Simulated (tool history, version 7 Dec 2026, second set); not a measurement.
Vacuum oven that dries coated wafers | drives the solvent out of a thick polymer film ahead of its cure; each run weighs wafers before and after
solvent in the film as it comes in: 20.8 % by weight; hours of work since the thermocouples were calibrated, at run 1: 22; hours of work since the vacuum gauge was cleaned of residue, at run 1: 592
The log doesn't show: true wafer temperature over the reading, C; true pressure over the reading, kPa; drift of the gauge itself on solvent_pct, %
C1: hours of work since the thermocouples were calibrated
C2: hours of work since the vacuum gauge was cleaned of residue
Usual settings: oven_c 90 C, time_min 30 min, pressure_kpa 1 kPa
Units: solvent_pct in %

run 1 day=0 | oven_c=90 time_min=30 pressure_kpa=1 | C1=22 C2=592 | solvent_pct=1.13
run 2 day=1.383 | oven_c=90 time_min=30 pressure_kpa=1 | C1=47 C2=617 | solvent_pct=1.24
run 3 day=2.542 | oven_c=90 time_min=30 pressure_kpa=1 | C1=69 C2=639 | solvent_pct=1.22
run 4 day=4.396 | oven_c=90 time_min=30 pressure_kpa=1 | C1=103 C2=673 | solvent_pct=1.23
run 5 day=6.308 | oven_c=90 time_min=30 pressure_kpa=1 | C1=138 C2=708 | solvent_pct=1.25
run 6 day=8.1 | oven_c=90 time_min=30 pressure_kpa=1 | C1=171 C2=741 | solvent_pct=1.23
run 7 day=10.108 | oven_c=90 time_min=30 pressure_kpa=1 | C1=208 C2=778 | solvent_pct=1.23
run 8 day=12.112 | oven_c=90 time_min=30 pressure_kpa=1 | C1=245 C2=815 | solvent_pct=1.26
run 9 day=14.038 | oven_c=90 time_min=30 pressure_kpa=0.98 | C1=281 C2=851 | solvent_pct=1.32
run 10 day=16.004 | oven_c=90 time_min=30 pressure_kpa=0.98 | C1=317 C2=887 | solvent_pct=1.3
run 11 day=17.621 | oven_c=90 time_min=19 pressure_kpa=1 | C1=347 C2=917 | solvent_pct=2.95
run 12 day=19.696 | oven_c=90 time_min=30 pressure_kpa=1 | C1=385 C2=955 | solvent_pct=1.25
run 13 day=21.225 | oven_c=90 time_min=30 pressure_kpa=1 | C1=414 C2=984 | solvent_pct=1.35
run 14 day=22.812 | oven_c=90 time_min=30 pressure_kpa=1 | C1=443 C2=1013 | solvent_pct=1.28
run 15 day=24.404 | oven_c=90 time_min=30 pressure_kpa=1 | C1=473 C2=1042 | solvent_pct=1.3
run 16 day=26.475 | oven_c=87 time_min=30 pressure_kpa=1 | C1=511 C2=1081 | solvent_pct=1.85
run 17 day=27.712 | oven_c=87 time_min=30 pressure_kpa=1 | C1=534 C2=1104 | solvent_pct=1.72
run 18 day=29.362 | oven_c=87 time_min=22 pressure_kpa=1 | C1=564 C2=1134 | solvent_pct=3.13
run 19 day=30.438 | oven_c=85 time_min=22 pressure_kpa=1 | C1=584 C2=1154 | solvent_pct=3.55
run 20 day=32.146 | oven_c=90 time_min=21 pressure_kpa=1 | C1=616 C2=1186 | solvent_pct=2.68
run 21 day=33.842 | oven_c=90 time_min=21 pressure_kpa=1 | C1=647 C2=1217 | solvent_pct=2.75
run 22 day=35.608 | oven_c=102 time_min=30 pressure_kpa=1 | C1=680 C2=1249 | solvent_pct=0.41
run 23 day=37.021 | oven_c=92 time_min=30 pressure_kpa=1 | C1=706 C2=1276 | solvent_pct=1.23
run 24 day=37.979 | oven_c=96 time_min=31 pressure_kpa=2.98 | C1=723 C2=1293 | solvent_pct=1.25
run 25 day=39.683 | oven_c=81 time_min=24 pressure_kpa=0.77 | C1=755 C2=1325 | solvent_pct=4.08
run 26 day=40.821 | oven_c=80 time_min=29 pressure_kpa=1.9 | C1=776 C2=1346 | solvent_pct=3.92
run 27 day=42.642 | oven_c=85 time_min=29 pressure_kpa=1 | C1=809 C2=1379 | solvent_pct=2.42
run 28 day=44.446 | oven_c=85 time_min=29 pressure_kpa=1 | C1=843 C2=1413 | solvent_pct=2.45
run 29 day=45.679 | oven_c=88 time_min=30 pressure_kpa=0.53 | C1=866 C2=1436 | solvent_pct=1.58
run 30 day=46.958 | oven_c=89 time_min=17 pressure_kpa=1 | C1=889 C2=1459 | solvent_pct=4.19
run 31 day=48.246 | oven_c=95 time_min=50 pressure_kpa=1.54 | C1=913 C2=1483 | solvent_pct=0.56
run 32 day=49.262 | oven_c=95 time_min=50 pressure_kpa=1.54 | C1=932 C2=1502 | solvent_pct=0.59
run 33 day=50.7 | oven_c=95 time_min=50 pressure_kpa=1.54 | C1=958 C2=1528 | solvent_pct=0.51
run 34 day=52.092 | oven_c=95 time_min=50 pressure_kpa=1.54 | C1=984 C2=1554 | solvent_pct=0.61
-- day=52.862 oven's thermocouples calibrated
run 35 day=53.788 | oven_c=90 time_min=50 pressure_kpa=1.54 | C1=17 C2=1584 | solvent_pct=0.69
run 36 day=54.783 | oven_c=81 time_min=50 pressure_kpa=1.75 | C1=35 C2=1602 | solvent_pct=1.53
run 37 day=55.967 | oven_c=90 time_min=37 pressure_kpa=0.61 | C1=57 C2=1624 | solvent_pct=0.67
run 38 day=58.092 | oven_c=90 time_min=37 pressure_kpa=0.61 | C1=97 C2=1663 | solvent_pct=0.68
run 39 day=60.162 | oven_c=90 time_min=46 pressure_kpa=1.6 | C1=135 C2=1702 | solvent_pct=0.83
run 40 day=61.646 | oven_c=96 time_min=30 pressure_kpa=0.59 | C1=162 C2=1729 | solvent_pct=0.6
run 41 day=62.596 | oven_c=96 time_min=30 pressure_kpa=0.59 | C1=180 C2=1747 | solvent_pct=0.6
run 42 day=64.008 | oven_c=75 time_min=29 pressure_kpa=3.4 | C1=206 C2=1773 | solvent_pct=5.66
run 43 day=65.654 | oven_c=86 time_min=29 pressure_kpa=1 | C1=236 C2=1803 | solvent_pct=1.96
run 44 day=67.375 | oven_c=90 time_min=23 pressure_kpa=2.15 | C1=268 C2=1835 | solvent_pct=2.54
run 45 day=68.742 | oven_c=100 time_min=23 pressure_kpa=2.15 | C1=293 C2=1860 | solvent_pct=1.23
run 46 day=70.55 | oven_c=94 time_min=21 pressure_kpa=1 | C1=327 C2=1894 | solvent_pct=1.87

Forecast each of these 3 alternatives for the next run:
run A day=72.362 | oven_c=90 time_min=18 pressure_kpa=1 | C1=360 C2=1927 | solvent_pct=?
run B day=72.362 | oven_c=101 time_min=17 pressure_kpa=0.91 | C1=360 C2=1927 | solvent_pct=?
run C day=72.362 | oven_c=77 time_min=21 pressure_kpa=0.55 | C1=360 C2=1927 | solvent_pct=?

run=A solvent_pct=3.36
run=B solvent_pct=1.49
run=C solvent_pct=5.67
Without the tool's hidden state the same runs would have given:
run=A solvent_pct=3
run=B solvent_pct=1.26
run=C solvent_pct=5.2
